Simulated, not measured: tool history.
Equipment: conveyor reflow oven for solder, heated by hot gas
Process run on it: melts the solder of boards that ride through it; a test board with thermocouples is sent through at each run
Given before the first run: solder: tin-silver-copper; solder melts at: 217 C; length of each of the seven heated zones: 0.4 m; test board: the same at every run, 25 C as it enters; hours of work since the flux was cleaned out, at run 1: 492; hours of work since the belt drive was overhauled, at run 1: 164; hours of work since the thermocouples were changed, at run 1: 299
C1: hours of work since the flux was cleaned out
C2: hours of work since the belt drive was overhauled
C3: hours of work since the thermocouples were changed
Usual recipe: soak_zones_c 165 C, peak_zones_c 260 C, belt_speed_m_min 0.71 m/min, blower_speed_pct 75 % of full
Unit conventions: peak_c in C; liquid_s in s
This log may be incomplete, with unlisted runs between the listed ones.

run 1 hour=0 | soak_zones_c=165 peak_zones_c=260 belt_speed_m_min=0.71 blower_speed_pct=75 | C1=492 C2=164 C3=299 | peak_c=243.2 liquid_s=41.5
run 2 hour=9.7 | soak_zones_c=165 peak_zones_c=260 belt_speed_m_min=0.71 blower_speed_pct=87 | C1=496 C2=169 C3=303 | peak_c=245.8 liquid_s=43.6
-- hour=20.7 flux residue cleaned out of gas plates and filters
run 3 hour=25.3 | soak_zones_c=165 peak_zones_c=260 belt_speed_m_min=0.71 blower_speed_pct=87 | C1=2 C2=173 C3=308 | peak_c=249.9 liquid_s=48.4
run 4 hour=34.9 | soak_zones_c=165 peak_zones_c=260 belt_speed_m_min=0.71 blower_speed_pct=87 | C1=6 C2=177 C3=312 | peak_c=249.9 liquid_s=48.1
run 5 hour=43.8 | soak_zones_c=165 peak_zones_c=260 belt_speed_m_min=0.71 blower_speed_pct=87 | C1=10 C2=181 C3=316 | peak_c=249.8 liquid_s=48.6
run 6 hour=52.9 | soak_zones_c=177 peak_zones_c=260 belt_speed_m_min=0.71 blower_speed_pct=75 | C1=14 C2=185 C3=320 | peak_c=250.1 liquid_s=50.9
run 7 hour=61.6 | soak_zones_c=165 peak_zones_c=260 belt_speed_m_min=0.71 blower_speed_pct=75 | C1=18 C2=189 C3=324 | peak_c=248 liquid_s=46.6
run 8 hour=71.7 | soak_zones_c=165 peak_zones_c=260 belt_speed_m_min=0.71 blower_speed_pct=75 | C1=22 C2=193 C3=328 | peak_c=247.8 liquid_s=46.2
run 9 hour=77.7 | soak_zones_c=165 peak_zones_c=260 belt_speed_m_min=0.71 blower_speed_pct=75 | C1=25 C2=196 C3=331 | peak_c=248 liquid_s=46.5
run 10 hour=85.2 | soak_zones_c=165 peak_zones_c=260 belt_speed_m_min=0.71 blower_speed_pct=75 | C1=28 C2=199 C3=334 | peak_c=248.2 liquid_s=46.4
run 11 hour=95.4 | soak_zones_c=165 peak_zones_c=260 belt_speed_m_min=0.71 blower_speed_pct=75 | C1=33 C2=204 C3=339 | peak_c=247.8 liquid_s=46.5
run 12 hour=99.9 | soak_zones_c=165 peak_zones_c=260 belt_speed_m_min=0.71 blower_speed_pct=75 | C1=35 C2=206 C3=341 | peak_c=247.8 liquid_s=46.6
run 13 hour=108.8 | soak_zones_c=165 peak_zones_c=260 belt_speed_m_min=0.71 blower_speed_pct=75 | C1=38 C2=210 C3=344 | peak_c=248.1 liquid_s=46.3
run 14 hour=114 | soak_zones_c=165 peak_zones_c=260 belt_speed_m_min=0.71 blower_speed_pct=75 | C1=41 C2=212 C3=347 | peak_c=248 liquid_s=46.2
run 15 hour=124.4 | soak_zones_c=157 peak_zones_c=263 belt_speed_m_min=0.763 blower_speed_pct=66 | C1=45 C2=217 C3=351 | peak_c=245.6 liquid_s=38.4
run 16 hour=129.2 | soak_zones_c=165 peak_zones_c=260 belt_speed_m_min=0.71 blower_speed_pct=75 | C1=47 C2=219 C3=353 | peak_c=247.6 liquid_s=46.8
run 17 hour=134.7 | soak_zones_c=165 peak_zones_c=253 belt_speed_m_min=0.681 blower_speed_pct=89 | C1=50 C2=221 C3=356 | peak_c=244.3 liquid_s=46.9
run 18 hour=143.5 | soak_zones_c=165 peak_zones_c=253 belt_speed_m_min=0.681 blower_speed_pct=89 | C1=54 C2=225 C3=360 | peak_c=244.6 liquid_s=47.4
run 19 hour=154 | soak_zones_c=165 peak_zones_c=253 belt_speed_m_min=0.681 blower_speed_pct=89 | C1=58 C2=229 C3=364 | peak_c=244.2 liquid_s=47
run 20 hour=158.9 | soak_zones_c=162 peak_zones_c=270 belt_speed_m_min=0.754 blower_speed_pct=55 | C1=60 C2=232 C3=366 | peak_c=250.4 liquid_s=42.9
run 21 hour=165.4 | soak_zones_c=162 peak_zones_c=270 belt_speed_m_min=0.754 blower_speed_pct=55 | C1=63 C2=234 C3=369 | peak_c=249.8 liquid_s=42.9

Predict the results of run 22:
run 22 hour=174.1 | soak_zones_c=170 peak_zones_c=262 belt_speed_m_min=0.71 blower_speed_pct=75 | C1=67 C2=238 C3=373 | peak_c=? liquid_s=?

{"run 22": {"peak_c": 249.9, "liquid_s": 49.4}}
Were there no unlogged condition in the tool, this run, its random variation unchanged, would have produced peak_c 249.4 C, liquid_s 48.9 s.

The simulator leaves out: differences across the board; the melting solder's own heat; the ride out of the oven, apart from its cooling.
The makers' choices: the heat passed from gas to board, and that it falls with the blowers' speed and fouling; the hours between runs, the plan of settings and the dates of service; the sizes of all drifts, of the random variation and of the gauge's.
